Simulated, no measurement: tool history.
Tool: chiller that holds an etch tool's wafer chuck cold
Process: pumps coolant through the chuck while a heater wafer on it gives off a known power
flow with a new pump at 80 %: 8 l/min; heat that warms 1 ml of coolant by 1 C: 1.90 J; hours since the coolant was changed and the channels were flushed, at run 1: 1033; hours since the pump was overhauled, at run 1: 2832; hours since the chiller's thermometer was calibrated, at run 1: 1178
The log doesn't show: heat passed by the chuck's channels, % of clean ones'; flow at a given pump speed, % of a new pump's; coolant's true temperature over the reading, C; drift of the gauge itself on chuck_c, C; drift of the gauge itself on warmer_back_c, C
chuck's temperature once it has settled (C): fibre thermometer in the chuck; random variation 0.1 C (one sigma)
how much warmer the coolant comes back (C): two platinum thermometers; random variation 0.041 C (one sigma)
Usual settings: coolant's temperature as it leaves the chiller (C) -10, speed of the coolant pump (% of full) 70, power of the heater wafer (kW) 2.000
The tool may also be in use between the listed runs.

run,day,coolant's temperature as it leaves the chiller (C),speed of the coolant pump (% of full),power of the heater wafer (kW),hours since the coolant was changed and the channels were flushed,hours since the pump was overhauled,hours since the chiller's thermometer was calibrated,chuck's temperature once it has settled (C),how much warmer the coolant comes back (C)
1,0.000,-10,70,2.000,1033,2832,1178,6.7,9.51
2,2.900,-10,70,1.069,1102,2901,1248,-1.4,5.07
3,5.346,-10,70,1.069,1161,2960,1306,-1.3,5.07
4,7.954,-10,70,1.069,1223,3023,1369,-1.3,5.13
5,11.908,-10,70,1.069,1318,3117,1464,-1.4,5.06
6,14.558,-10,70,1.069,1382,3181,1527,-1.2,5.10
7,16.546,-10,70,1.069,1430,3229,1575,-1.3,5.09
8,19.467,-18,63,1.905,1500,3299,1645,-1.0,10.22
9,22.671,-14,75,2.000,1577,3376,1722,1.9,8.83
10,25.362,-18,64,2.000,1641,3440,1787,-0.2,10.58

4 ways to go on from here, each from the tool as it stands after run 10. What would each give?
A,29.662,-10,70,2.277,1744,3544,1890,?,?
B,29.662,-18,73,2.527,1744,3544,1890,?,?
C,29.662,-16,79,1.711,1744,3544,1890,?,?
D,29.662,-10,62,1.029,1744,3544,1890,?,?

run,chuck's temperature once it has settled (C),how much warmer the coolant comes back (C)
A,9.0,10.94
B,2.4,11.61
C,-3.2,7.18
D,-0.9,5.60
Without the tool's hidden state the same runs would have given:
run,chuck's temperature once it has settled (C),how much warmer the coolant comes back (C)
A,8.1,10.40
B,1.5,11.04
C,-3.7,6.83
D,-1.2,5.32

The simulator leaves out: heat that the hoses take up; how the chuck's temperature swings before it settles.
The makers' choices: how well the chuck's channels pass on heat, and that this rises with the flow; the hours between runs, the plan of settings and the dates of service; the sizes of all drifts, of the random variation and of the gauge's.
